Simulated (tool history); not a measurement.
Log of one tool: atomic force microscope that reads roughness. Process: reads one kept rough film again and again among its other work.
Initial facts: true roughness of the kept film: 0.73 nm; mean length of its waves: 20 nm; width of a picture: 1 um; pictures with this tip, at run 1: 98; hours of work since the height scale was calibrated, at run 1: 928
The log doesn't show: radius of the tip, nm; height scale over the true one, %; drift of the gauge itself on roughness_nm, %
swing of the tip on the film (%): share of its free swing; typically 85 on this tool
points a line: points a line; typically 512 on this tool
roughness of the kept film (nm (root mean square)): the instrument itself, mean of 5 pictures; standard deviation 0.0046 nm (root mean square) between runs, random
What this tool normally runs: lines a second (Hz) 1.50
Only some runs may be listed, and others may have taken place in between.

run   hour  lines a second (Hz)  swing of the tip on the film (%)  points a line  pictures with this tip  hours of work since the height scale was calibrated  roughness of the kept film (nm (root mean square))
  1    0.0                 1.50                                85            512                      98                                                  928                                               0.589
  2   40.7                 1.50                                63            512                     202                                                  958                                               0.655
  3   70.9                 1.50                                63            512                     278                                                  981                                               0.651
  4  104.1                 1.50                                71            512                     363                                                 1006                                               0.630
     117.8  -- new tip fitted
  5  172.0                 1.50                                85            512                     138                                                 1056                                               0.586
  6  231.0                 1.50                                85            512                     288                                                 1099                                               0.593
     274.8  -- new tip fitted
  7  297.4                 1.50                                85            512                      58                                                 1148                                               0.596
  8  333.3                 1.50                                85            512                     149                                                 1175                                               0.590
  9  365.0                 1.50                                85            512                     230                                                 1199                                               0.584
 10  411.1                 1.50                                61            585                     347                                                 1233                                               0.650

Estimate the outcome of run 11 from the log above:
     429.6  -- new tip fitted
 11  441.6                 1.62                                61            533                      30                                                 1255                                                   ?

Run 11 measured roughness of the kept film (nm (root mean square)) 0.661.
The same run, on a tool lacking any hidden state, would have yielded roughness of the kept film (nm (root mean square)) 0.662.
